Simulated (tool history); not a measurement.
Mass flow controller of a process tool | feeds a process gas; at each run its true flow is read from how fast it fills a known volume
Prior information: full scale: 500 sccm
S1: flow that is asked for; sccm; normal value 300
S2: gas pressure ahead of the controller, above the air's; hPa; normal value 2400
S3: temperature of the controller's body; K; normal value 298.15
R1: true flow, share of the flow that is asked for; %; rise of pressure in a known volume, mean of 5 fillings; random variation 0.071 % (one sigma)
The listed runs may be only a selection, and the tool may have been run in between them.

run    hour   S1    S2      S3     R1
  1     0.0  300  2400  298.15  98.21
  2   166.3  300  2400  298.15  98.24
  3   339.6  300  2400  298.15  98.04
  4   501.5  300  2400  298.15  98.09
  5   641.7  300  2400  298.15  98.11
  6   782.3  300  2400  295.15  98.20
  7   865.9  300  2400  298.15  98.14
  8  1032.1  300  2400  298.15  97.95
  9  1120.6  300  2400  298.15  97.97
 10  1300.9  300  2400  298.15  98.03
 11  1447.6  300  2400  298.15  97.95
 12  1540.8  300  2400  302.15  97.74
 13  1696.7  300  2400  298.15  97.87
 14  1830.3  300  2400  298.15  97.83
 15  1921.0  300  2400  298.15  97.50
 16  2040.0  300  1840  298.15  96.95
 17  2191.3  300  1840  298.15  96.90
 18  2318.6  118  1840  298.15  94.29
 19  2399.5  118  1840  298.15  94.13
 20  2507.9  300  2400  298.15  97.39
 21  2688.7   56  2400  298.15  90.22
 22  2788.2   56  2400  298.15  97.59
 23  2891.7   56  2400  298.15  97.58
 24  3011.6  300  2400  298.15  98.56
 25  3110.1  140  2050  302.15  97.59
 26  3272.9  361  2610  299.15  98.92
 27  3416.4  288  1930  303.15  98.07
 28  3561.6   64  1620  303.15  96.44
 29  3717.9  300  2360  301.15  98.27
 30  3871.6  300  2400  295.15  98.46
 31  4016.4  300  2400  295.15  98.38
 32  4093.6  213  1820  295.15  97.69
 33  4198.4  213  1820  295.15  97.67
 34  4285.8   63  1900  298.15  96.38
 35  4428.8  300  2400  308.15  97.91
 36  4592.3  166  1640  297.15  97.18
 37  4713.1  166  1640  297.15  96.95
 38  4800.0  166  1640  297.15  97.07
 39  4896.6   52  2400  299.15  96.08
 40  4994.4   52  2400  299.15  95.96
 41  5177.0   52  1970  297.15  95.48
 42  5345.7   52  1970  297.15  95.33
 43  5499.5   52  1970  297.15  95.28
 44  5588.1  124  1870  312.15  96.26
 45  5751.5   74  2350  312.15  95.75
 46  5907.2   74  2560  309.15  95.95
 47  6067.9   74  2560  309.15  95.85

Not shown here: 2 entries made in the log between runs. Locate each between two listed runs and compare the hidden state at the listed run before it with the hidden state at the listed run after it:
Between runs 14 and 15: controller's zero set anew (hour 1847.2)
  flow at rest that the sensor doesn't see, % of full scale: -0.592 -> -0.824; true flow over the shown one, %: -0.94 -> -0.95
  measured value less the no-hidden-state value, R1: -1.93 -> -2.32 %
Between runs 21 and 22: controller's zero set anew, once more (hour 2755.1)
  flow at rest that the sensor doesn't see, % of full scale: -0.872 -> -0.049; true flow over the shown one, %: -1.03 -> -1.04
  measured value less the no-hidden-state value, R1: -8.81 -> -1.48 %

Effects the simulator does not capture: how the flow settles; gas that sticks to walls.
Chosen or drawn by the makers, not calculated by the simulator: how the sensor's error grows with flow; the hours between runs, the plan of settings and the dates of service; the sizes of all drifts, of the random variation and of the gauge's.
